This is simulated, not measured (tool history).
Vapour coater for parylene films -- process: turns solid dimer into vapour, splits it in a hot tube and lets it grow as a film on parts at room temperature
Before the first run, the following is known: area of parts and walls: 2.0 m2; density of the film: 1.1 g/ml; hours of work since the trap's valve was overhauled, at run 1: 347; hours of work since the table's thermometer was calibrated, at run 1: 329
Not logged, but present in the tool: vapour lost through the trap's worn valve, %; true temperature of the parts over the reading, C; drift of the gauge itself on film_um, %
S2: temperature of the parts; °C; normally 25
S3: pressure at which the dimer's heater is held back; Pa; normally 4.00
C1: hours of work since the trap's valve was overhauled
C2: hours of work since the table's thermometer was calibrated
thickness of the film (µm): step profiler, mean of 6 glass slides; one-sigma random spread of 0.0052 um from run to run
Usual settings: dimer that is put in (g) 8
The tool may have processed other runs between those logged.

Run 1, hour 0.0: usual settings; C1 347; C2 329. Result: thickness of the film (µm) 2.186.
Run 2, hour 23.7: usual settings; C1 357; C2 339. Result: thickness of the film (µm) 2.180.
Run 3, hour 52.6: usual settings but S2 20 °C; C1 369; C2 351. Result: thickness of the film (µm) 2.456.
Run 4, hour 73.2: usual settings but S2 20 °C; C1 378; C2 360. Result: thickness of the film (µm) 2.451.
Run 5, hour 97.0: usual settings but dimer that is put in (g) 5; C1 388; C2 370. Result: thickness of the film (µm) 1.360.
Run 6, hour 117.2: usual settings but S2 30 °C; C1 396; C2 378. Result: thickness of the film (µm) 1.929.
At hour 137.7: trap's valve overhauled.
Run 7, hour 148.4: usual settings; C1 5; C2 390. Result: thickness of the film (µm) 2.184.
Run 8, hour 168.8: usual settings; C1 13; C2 398. Result: thickness of the film (µm) 2.186.
Run 9, hour 196.1: usual settings; C1 25; C2 410. Result: thickness of the film (µm) 2.184.
Run 10, hour 212.4: usual settings but S2 36 °C; C1 32; C2 417. Result: thickness of the film (µm) 1.671.
Run 11, hour 239.2: usual settings but S2 36 °C; C1 43; C2 428. Result: thickness of the film (µm) 1.676.
Run 12, hour 262.4: usual settings but S2 36 °C; C1 53; C2 438. Result: thickness of the film (µm) 1.671.
Run 13, hour 284.9: usual settings but S2 36 °C; C1 62; C2 447. Result: thickness of the film (µm) 1.673.
Run 14, hour 306.5: usual settings but S2 36 °C; C1 71; C2 457. Result: thickness of the film (µm) 1.670.
Run 15, hour 326.2: usual settings but S2 36 °C; C1 80; C2 465. Result: thickness of the film (µm) 1.684.
Run 16, hour 350.5: usual settings but S2 36 °C; C1 90; C2 475. Result: thickness of the film (µm) 1.679.
Run 17, hour 377.9: usual settings but S2 36 °C; C1 101; C2 487. Result: thickness of the film (µm) 1.677.
Run 18, hour 394.4: usual settings but dimer that is put in (g) 3; C1 108; C2 494. Result: thickness of the film (µm) 0.818.
Run 19, hour 415.9: usual settings but dimer that is put in (g) 3; C1 117; C2 503. Result: thickness of the film (µm) 0.824.
Run 20, hour 445.0: usual settings but dimer that is put in (g) 3; C1 130; C2 515. Result: thickness of the film (µm) 0.820.
Run 21, hour 463.0: usual settings but dimer that is put in (g) 3, S3 4.13 Pa; C1 137; C2 523. Result: thickness of the film (µm) 0.814.
Run 22, hour 485.3: usual settings but dimer that is put in (g) 3, S3 4.13 Pa; C1 147; C2 532. Result: thickness of the film (µm) 0.810.
Run 23, hour 514.2: usual settings but dimer that is put in (g) 3, S3 4.13 Pa; C1 159; C2 544. Result: thickness of the film (µm) 0.811.
Run 24, hour 529.2: usual settings but dimer that is put in (g) 3, S3 4.13 Pa; C1 165; C2 551. Result: thickness of the film (µm) 0.806.
Run 25, hour 551.0: usual settings but dimer that is put in (g) 3, S3 4.13 Pa; C1 175; C2 560. Result: thickness of the film (µm) 0.817.
Run 26, hour 568.5: usual settings but dimer that is put in (g) 9, S2 18 °C, S3 4.18 Pa; C1 182; C2 567. Result: thickness of the film (µm) 2.865.
Run 27, hour 581.2: usual settings but dimer that is put in (g) 12, S2 27 °C, S3 3.22 Pa; C1 187; C2 573. Result: thickness of the film (µm) 3.256.
Run 28, hour 597.8: usual settings but dimer that is put in (g) 12, S2 19 °C, S3 2.82 Pa; C1 194; C2 580. Result: thickness of the film (µm) 4.035.
Run 29, hour 613.0: usual settings but dimer that is put in (g) 7, S2 30 °C, S3 2.61 Pa; C1 201; C2 586. Result: thickness of the film (µm) 1.835.
Run 30, hour 630.0: usual settings but dimer that is put in (g) 6, S2 36 °C, S3 11.26 Pa; C1 208; C2 593. Result: thickness of the film (µm) 1.030.
Run 31, hour 649.2: usual settings but dimer that is put in (g) 6, S2 36 °C, S3 11.26 Pa; C1 216; C2 601. Result: thickness of the film (µm) 1.033.
Run 32, hour 676.6: usual settings but dimer that is put in (g) 6, S2 36 °C, S3 11.26 Pa; C1 228; C2 613. Result: thickness of the film (µm) 1.028.
Run 33, hour 705.3: usual settings but dimer that is put in (g) 3, S2 28 °C, S3 11.26 Pa; C1 240; C2 625. Result: thickness of the film (µm) 0.614.
Run 34, hour 727.0: usual settings but dimer that is put in (g) 7, S2 21 °C, S3 3.36 Pa; C1 249; C2 634. Result: thickness of the film (µm) 2.167.
Run 35, hour 742.4: usual settings but S2 34 °C, S3 2.64 Pa; C1 255; C2 641. Result: thickness of the film (µm) 1.897.
Run 36, hour 766.1: usual settings but dimer that is put in (g) 10, S2 34 °C, S3 2.64 Pa; C1 265; C2 651. Result: thickness of the film (µm) 2.368.
Run 37, hour 783.8: usual settings but dimer that is put in (g) 10, S2 30 °C, S3 2.64 Pa; C1 273; C2 658. Result: thickness of the film (µm) 2.620.
Run 38, hour 799.0: usual settings but dimer that is put in (g) 10, S2 30 °C, S3 2.64 Pa; C1 279; C2 665. Result: thickness of the film (µm) 2.629.
Run 39, hour 814.9: usual settings but dimer that is put in (g) 6, S2 30 °C, S3 6.38 Pa; C1 286; C2 671. Result: thickness of the film (µm) 1.330.
Run 40, hour 841.2: usual settings but dimer that is put in (g) 7, S2 18 °C, S3 3.92 Pa; C1 297; C2 682. Result: thickness of the film (µm) 2.259.
Run 41, hour 855.4: usual settings but dimer that is put in (g) 5, S3 3.49 Pa; C1 303; C2 688. Result: thickness of the film (µm) 1.393.
Run 42, hour 880.9: usual settings but dimer that is put in (g) 3, S3 3.49 Pa; C1 314; C2 699. Result: thickness of the film (µm) 0.839.
Run 43, hour 898.5: usual settings but S2 19 °C, S3 5.72 Pa; C1 321; C2 707. Result: thickness of the film (µm) 2.357.
Run 44, hour 912.3: usual settings but dimer that is put in (g) 10, S2 18 °C, S3 2.06 Pa; C1 327; C2 712. Result: thickness of the film (µm) 3.653.
Run 45, hour 927.4: usual settings but dimer that is put in (g) 10, S2 18 °C, S3 3.87 Pa; C1 334; C2 719. Result: thickness of the film (µm) 3.233.
Run 46, hour 943.5: usual settings but dimer that is put in (g) 5, S3 2.67 Pa; C1 340; C2 726. Result: thickness of the film (µm) 1.471.
Run 47, hour 970.3: usual settings but dimer that is put in (g) 6, S2 23 °C, S3 3.76 Pa; C1 352; C2 737. Result: thickness of the film (µm) 1.738.

Branching from run 47: 3 alternative next runs. What would each branch give?
Run A, hour 987.8: usual settings but dimer that is put in (g) 9, S2 17 °C, S3 3.71 Pa; C1 359; C2 744. Result: thickness of the film (µm) ?.
Run B, hour 987.8: usual settings; C1 359; C2 744. Result: thickness of the film (µm) ?.
Run C, hour 987.8: usual settings but S3 7.44 Pa; C1 359; C2 744. Result: thickness of the film (µm) ?.

run  thickness of the film (µm)
  A                       3.004
  B                       2.180
  C                       1.920
Stripped of hidden state, with their random variation kept, the same runs would have yielded:
run  thickness of the film (µm)
  A                       3.007
  B                       2.182
  C                       1.922
